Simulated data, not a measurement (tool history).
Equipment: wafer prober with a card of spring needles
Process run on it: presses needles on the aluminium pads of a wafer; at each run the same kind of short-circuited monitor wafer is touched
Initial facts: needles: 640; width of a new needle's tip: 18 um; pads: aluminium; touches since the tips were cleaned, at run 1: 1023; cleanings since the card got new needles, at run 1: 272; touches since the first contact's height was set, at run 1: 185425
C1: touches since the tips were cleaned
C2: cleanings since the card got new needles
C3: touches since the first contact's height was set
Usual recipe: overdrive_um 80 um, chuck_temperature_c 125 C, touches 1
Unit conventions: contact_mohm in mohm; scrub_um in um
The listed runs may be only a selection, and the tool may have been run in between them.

Run 1, day 0.000: usual settings; C1 1023; C2 272; C3 185425. Result: contact_mohm 225 mohm, scrub_um 17.95 um.
At day 0.067: tips cleaned on abrasive film.
At day 0.225: tips cleaned on abrasive film.
At day 0.383: tips cleaned on abrasive film.
At day 0.512: tips cleaned on abrasive film.
At day 0.671: tips cleaned on abrasive film.
At day 0.800: tips cleaned on abrasive film.
At day 0.925: tips cleaned on abrasive film.
Run 2, day 0.933: usual settings; C1 116; C2 279; C3 199218. Result: contact_mohm 201 mohm, scrub_um 17.67 um.
At day 1.062: tips cleaned on abrasive film.
At day 1.221: tips cleaned on abrasive film.
At day 1.350: tips cleaned on abrasive film.
At day 1.508: tips cleaned on abrasive film.
At day 1.583: height of the first contact set anew.
At day 1.650: tips cleaned on abrasive film.
At day 1.808: tips cleaned on abrasive film.
At day 1.967: tips cleaned on abrasive film.
At day 2.100: tips cleaned on abrasive film.
Run 3, day 2.100: usual settings; C1 0; C2 287; C3 7596. Result: contact_mohm 198 mohm, scrub_um 19.69 um.
At day 2.258: tips cleaned on abrasive film.
At day 2.383: tips cleaned on abrasive film.
At day 2.546: tips cleaned on abrasive film.
At day 2.671: tips cleaned on abrasive film.
At day 2.800: tips cleaned on abrasive film.
Run 4, day 2.888: usual settings but touches 2; C1 1308; C2 292; C3 19274. Result: contact_mohm 214 mohm, scrub_um 19.72 um.
At day 2.950: tips cleaned on abrasive film.
At day 3.079: tips cleaned on abrasive film.
At day 3.208: tips cleaned on abrasive film.
At day 3.338: tips cleaned on abrasive film.
At day 3.496: tips cleaned on abrasive film.
At day 3.625: tips cleaned on abrasive film.
At day 3.750: tips cleaned on abrasive film.
Run 5, day 3.833: usual settings but overdrive_um 86 um; C1 1253; C2 299; C3 33261. Result: contact_mohm 220 mohm, scrub_um 21.20 um.
At day 3.900: tips cleaned on abrasive film.
At day 4.029: tips cleaned on abrasive film.
At day 4.188: tips cleaned on abrasive film.
At day 4.312: tips cleaned on abrasive film.
Run 6, day 4.388: usual settings; C1 1090; C2 303; C3 41425. Result: contact_mohm 222 mohm, scrub_um 19.07 um.
At day 4.450: tips cleaned on abrasive film.
At day 4.579: tips cleaned on abrasive film.
At day 4.738: tips cleaned on abrasive film.
At day 4.900: tips cleaned on abrasive film.
At day 5.058: tips cleaned on abrasive film.
At day 5.183: tips cleaned on abrasive film.
At day 5.321: tips cleaned on abrasive film.
Run 7, day 5.321: usual settings but chuck_temperature_c 79 C; C1 0; C2 310; C3 55221. Result: contact_mohm 192 mohm, scrub_um 19.26 um.
At day 5.479: tips cleaned on abrasive film.
At day 5.638: tips cleaned on abrasive film.
At day 5.767: tips cleaned on abrasive film.
At day 5.925: tips cleaned on abrasive film.
At day 6.083: tips cleaned on abrasive film.
At day 6.242: tips cleaned on abrasive film.
At day 6.371: tips cleaned on abrasive film.
Run 8, day 6.371: usual settings but chuck_temperature_c 79 C; C1 0; C2 317; C3 70795. Result: contact_mohm 188 mohm, scrub_um 18.86 um.
At day 6.529: tips cleaned on abrasive film.
At day 6.692: tips cleaned on abrasive film.
At day 6.817: tips cleaned on abrasive film.
At day 6.946: tips cleaned on abrasive film.
At day 7.104: tips cleaned on abrasive film.
Run 9, day 7.121: usual settings but chuck_temperature_c 79 C; C1 268; C2 322; C3 81904. Result: contact_mohm 191 mohm, scrub_um 18.87 um.
At day 7.250: tips cleaned on abrasive film.
At day 7.408: tips cleaned on abrasive film.
At day 7.538: tips cleaned on abrasive film.
Run 10, day 7.650: usual settings but chuck_temperature_c 79 C; C1 1708; C2 325; C3 89743. Result: contact_mohm 229 mohm, scrub_um 18.95 um.
At day 7.683: tips cleaned on abrasive film.
At day 7.812: tips cleaned on abrasive film.
At day 7.971: tips cleaned on abrasive film.
At day 8.100: tips cleaned on abrasive film.
At day 8.229: tips cleaned on abrasive film.
At day 8.388: tips cleaned on abrasive film.
At day 8.546: tips cleaned on abrasive film.
At day 8.704: tips cleaned on abrasive film.
Run 11, day 8.800: usual settings but chuck_temperature_c 79 C; C1 1444; C2 333; C3 106751. Result: contact_mohm 236 mohm, scrub_um 18.74 um.
At day 8.833: tips cleaned on abrasive film.
At day 8.996: tips cleaned on abrasive film.
At day 9.121: tips cleaned on abrasive film.
At day 9.279: tips cleaned on abrasive film.
At day 9.408: tips cleaned on abrasive film.
At day 9.538: tips cleaned on abrasive film.
At day 9.696: tips cleaned on abrasive film.
At day 9.825: tips cleaned on abrasive film.
At day 9.950: tips cleaned on abrasive film.
Run 12, day 10.046: usual settings but chuck_temperature_c 79 C; C1 1445; C2 342; C3 125178. Result: contact_mohm 234 mohm, scrub_um 18.36 um.
At day 10.083: tips cleaned on abrasive film.
At day 10.242: tips cleaned on abrasive film.
At day 10.400: tips cleaned on abrasive film.
At day 10.558: tips cleaned on abrasive film.
Run 13, day 10.675: usual settings but chuck_temperature_c 79 C; C1 1793; C2 346; C3 134519. Result: contact_mohm 246 mohm, scrub_um 18.15 um.
At day 10.712: tips cleaned on abrasive film.
At day 10.842: tips cleaned on abrasive film.
At day 11.000: tips cleaned on abrasive film.
At day 11.125: tips cleaned on abrasive film.
At day 11.288: tips cleaned on abrasive film.
At day 11.446: tips cleaned on abrasive film.
At day 11.571: tips cleaned on abrasive film.
At day 11.733: tips cleaned on abrasive film.
At day 11.858: tips cleaned on abrasive film.
Run 14, day 11.867: usual settings but chuck_temperature_c 79 C; C1 89; C2 355; C3 152058. Result: contact_mohm 194 mohm, scrub_um 18.32 um.
At day 11.996: tips cleaned on abrasive film.
At day 12.154: tips cleaned on abrasive film.
At day 12.279: tips cleaned on abrasive film.
At day 12.442: tips cleaned on abrasive film.
At day 12.567: tips cleaned on abrasive film.
At day 12.696: tips cleaned on abrasive film.
Run 15, day 12.712: usual settings but overdrive_um 63 um, chuck_temperature_c 108 C; C1 226; C2 361; C3 164549. Result: contact_mohm 224 mohm, scrub_um 13.71 um.
At day 12.838: tips cleaned on abrasive film.
At day 12.967: tips cleaned on abrasive film.
At day 13.096: tips cleaned on abrasive film.
At day 13.254: tips cleaned on abrasive film.
At day 13.383: tips cleaned on abrasive film.
At day 13.508: tips cleaned on abrasive film.
At day 13.654: tips cleaned on abrasive film.
Run 16, day 13.654: usual settings but overdrive_um 88 um, chuck_temperature_c 60 C, touches 3; C1 0; C2 368; C3 178498. Result: contact_mohm 185 mohm, scrub_um 19.89 um.
At day 13.812: tips cleaned on abrasive film.
At day 13.942: tips cleaned on abrasive film.
At day 14.100: tips cleaned on abrasive film.
At day 14.262: tips cleaned on abrasive film.
At day 14.421: tips cleaned on abrasive film.
At day 14.579: tips cleaned on abrasive film.
At day 14.708: tips cleaned on abrasive film.
Run 17, day 14.804: usual settings but overdrive_um 89 um, chuck_temperature_c 62 C; C1 1495; C2 375; C3 195555. Result: contact_mohm 227 mohm, scrub_um 19.82 um.
At day 14.838: tips cleaned on abrasive film.
At day 15.000: tips cleaned on abrasive film.
At day 15.125: tips cleaned on abrasive film.
At day 15.288: tips cleaned on abrasive film.
At day 15.446: tips cleaned on abrasive film.
At day 15.604: tips cleaned on abrasive film.
At day 15.679: height of the first contact set anew.
At day 15.775: tips cleaned on abrasive film.
At day 15.933: tips cleaned on abrasive film.
Run 18, day 15.971: usual settings but overdrive_um 89 um, chuck_temperature_c 62 C; C1 544; C2 383; C3 4317. Result: contact_mohm 199 mohm, scrub_um 21.99 um.
At day 16.067: tips cleaned on abrasive film.
At day 16.225: tips cleaned on abrasive film.
At day 16.383: tips cleaned on abrasive film.
At day 16.512: tips cleaned on abrasive film.
At day 16.642: tips cleaned on abrasive film.
At day 16.800: tips cleaned on abrasive film.
Run 19, day 16.846: usual settings but overdrive_um 66 um, chuck_temperature_c 62 C; C1 731; C2 389; C3 17307. Result: contact_mohm 230 mohm, scrub_um 16.21 um.
At day 16.946: tips cleaned on abrasive film.
At day 17.104: tips cleaned on abrasive film.
At day 17.262: tips cleaned on abrasive film.
At day 17.762: card fitted with new needles.
At day 17.892: tips cleaned on abrasive film.
At day 18.050: tips cleaned on abrasive film.
At day 18.179: tips cleaned on abrasive film.
At day 18.304: tips cleaned on abrasive film.
At day 18.462: tips cleaned on abrasive film.
Run 20, day 18.508: usual settings but overdrive_um 100 um, touches 2; C1 655; C2 5; C3 11031. Result: contact_mohm 185 mohm, scrub_um 24.97 um.
At day 18.604: tips cleaned on abrasive film.
At day 18.762: tips cleaned on abrasive film.
At day 18.892: tips cleaned on abrasive film.
At day 19.050: tips cleaned on abrasive film.
At day 19.179: tips cleaned on abrasive film.
At day 19.338: tips cleaned on abrasive film.
At day 19.496: tips cleaned on abrasive film.
At day 19.638: tips cleaned on abrasive film.
Run 21, day 19.638: usual settings but overdrive_um 70 um, chuck_temperature_c 72 C, touches 2; C1 0; C2 13; C3 27712. Result: contact_mohm 183 mohm, scrub_um 17.17 um.
At day 19.762: tips cleaned on abrasive film.
At day 19.921: tips cleaned on abrasive film.
At day 20.050: tips cleaned on abrasive film.
At day 20.208: tips cleaned on abrasive film.
At day 20.338: tips cleaned on abrasive film.
At day 20.467: tips cleaned on abrasive film.
At day 20.596: tips cleaned on abrasive film.
Run 22, day 20.612: usual settings but overdrive_um 70 um, chuck_temperature_c 72 C, touches 2; C1 262; C2 20; C3 42124. Result: contact_mohm 182 mohm, scrub_um 16.96 um.

What if the next run were any one of these 4? Each begins from the tool's condition after run 22:
At day 20.738: tips cleaned on abrasive film.
At day 20.900: tips cleaned on abrasive film.
At day 21.025: tips cleaned on abrasive film.
At day 21.183: tips cleaned on abrasive film.
Run A, day 21.250: usual settings but overdrive_um 70 um, chuck_temperature_c 45 C, touches 2; C1 971; C2 24; C3 51584. Result: contact_mohm ?, scrub_um ?.
At day 20.738: tips cleaned on abrasive film.
At day 20.900: tips cleaned on abrasive film.
At day 21.025: tips cleaned on abrasive film.
At day 21.183: tips cleaned on abrasive film.
Run B, day 21.250: usual settings but overdrive_um 73 um, chuck_temperature_c 72 C, touches 2; C1 971; C2 24; C3 51584. Result: contact_mohm ?, scrub_um ?.
At day 20.738: tips cleaned on abrasive film.
At day 20.900: tips cleaned on abrasive film.
At day 21.025: tips cleaned on abrasive film.
At day 21.183: tips cleaned on abrasive film.
Run C, day 21.250: usual settings but overdrive_um 96 um, chuck_temperature_c 33 C, touches 2; C1 971; C2 24; C3 51584. Result: contact_mohm ?, scrub_um ?.
At day 20.738: tips cleaned on abrasive film.
At day 20.900: tips cleaned on abrasive film.
At day 21.025: tips cleaned on abrasive film.
At day 21.183: tips cleaned on abrasive film.
Run D, day 21.250: usual settings but overdrive_um 72 um; C1 971; C2 24; C3 51584. Result: contact_mohm ?, scrub_um ?.

run  contact_mohm  scrub_um
  A           184     16.81
  B           190     17.73
  C           174     23.30
  D           204     17.29
With the hidden condition removed and each run's random variation left untouched, the same runs would have given:
run  contact_mohm  scrub_um
  A           173     17.48
  B           180     18.41
  C           168     23.97
  D           188     17.96
